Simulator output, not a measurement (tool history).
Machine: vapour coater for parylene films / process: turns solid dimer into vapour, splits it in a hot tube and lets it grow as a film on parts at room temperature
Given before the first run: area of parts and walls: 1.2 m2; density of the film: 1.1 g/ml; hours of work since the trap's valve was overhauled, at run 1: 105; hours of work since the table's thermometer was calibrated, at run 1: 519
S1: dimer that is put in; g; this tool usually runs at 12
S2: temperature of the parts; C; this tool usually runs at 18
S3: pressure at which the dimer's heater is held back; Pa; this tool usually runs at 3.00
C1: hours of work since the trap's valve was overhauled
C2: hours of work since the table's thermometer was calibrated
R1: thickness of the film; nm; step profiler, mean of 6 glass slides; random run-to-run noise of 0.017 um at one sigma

run   hour  S1  S2    S3   C1   C2    R1
  1    0.0  12  18  3.00  105  519  6190
  2    8.8  12  18  3.00  111  526  6210
  3   22.2  12  18  3.00  122  536  6190
  4   33.1  12  18  3.00  130  545  6180
  5   45.5  12  20  3.00  140  554  5780
  6   59.2  12  20  3.00  151  565  5740
  7   68.7  12  18  3.00  158  572  6170
  8   80.4  14  18  3.00  167  582  7200
  9   92.4  20  16  5.74  176  591  9860
 10  100.3  12  28  7.81  182  597  3680
 11  118.0   8  19  8.69  196  611  3300
 12  128.7   8  19  8.69  204  619  3290
 13  139.6   8  18  6.05  213  628  3640
 14  148.4   8  18  6.05  220  634  3650
 15  159.5   6  14  3.75  228  643  3410

3 options for the next run, each taken on its own from the tool as it stands now. Forecast them:
  A  170.1   6  16  3.75  236  651   ?
  B  170.1  12  15  5.40  236  651   ?
  C  170.1  21  20  6.30  236  651   ?

run    R1
  A  3160
  B  6180
  C  8790
Stripped of hidden state, with their random variation kept, the same runs would have yielded:
run    R1
  A  3200
  B  6270
  C  8910
